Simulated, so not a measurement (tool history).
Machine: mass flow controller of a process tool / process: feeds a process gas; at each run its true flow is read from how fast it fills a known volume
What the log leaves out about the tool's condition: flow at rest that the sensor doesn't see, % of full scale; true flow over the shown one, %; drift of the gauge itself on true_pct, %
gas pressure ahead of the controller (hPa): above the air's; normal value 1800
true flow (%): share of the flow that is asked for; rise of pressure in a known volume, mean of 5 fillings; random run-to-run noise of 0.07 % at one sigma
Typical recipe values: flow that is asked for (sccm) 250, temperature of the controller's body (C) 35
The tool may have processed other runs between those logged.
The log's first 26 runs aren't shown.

run,hour,flow that is asked for (sccm),gas pressure ahead of the controller (hPa),temperature of the controller's body (C),hours of work since the controller was set to zero,hours of work since the controller was changed,true flow (%)
# hour 3979.7: gauge calibrated
27,3987.7,75,1800,31,3619,3619,98.58
28,4111.6,75,1800,29,3682,3682,98.70
29,4288.3,171,1800,29,3773,3773,99.04
30,4471.2,171,1800,29,3866,3866,99.26
31,4662.4,249,1800,29,3964,3964,99.53
32,4784.4,250,1470,40,4027,4027,98.93
33,4995.4,154,1410,40,4135,4135,98.67
34,5178.1,250,1800,37,4229,4229,99.22
35,5334.4,150,1800,35,4309,4309,99.25
# hour 5423.9: controller's zero set anew
36,5463.3,256,1830,37,20,4375,99.31
37,5644.4,250,1800,20,113,4468,100.88
38,5733.7,250,1800,20,159,4513,100.95

Run 39 has not been measured yet. What should we expect?
39,5893.0,83,1440,21,240,4595,?

true flow (%): 100.71
With no hidden state in the tool, this same run would have given true flow (%) 99.42.
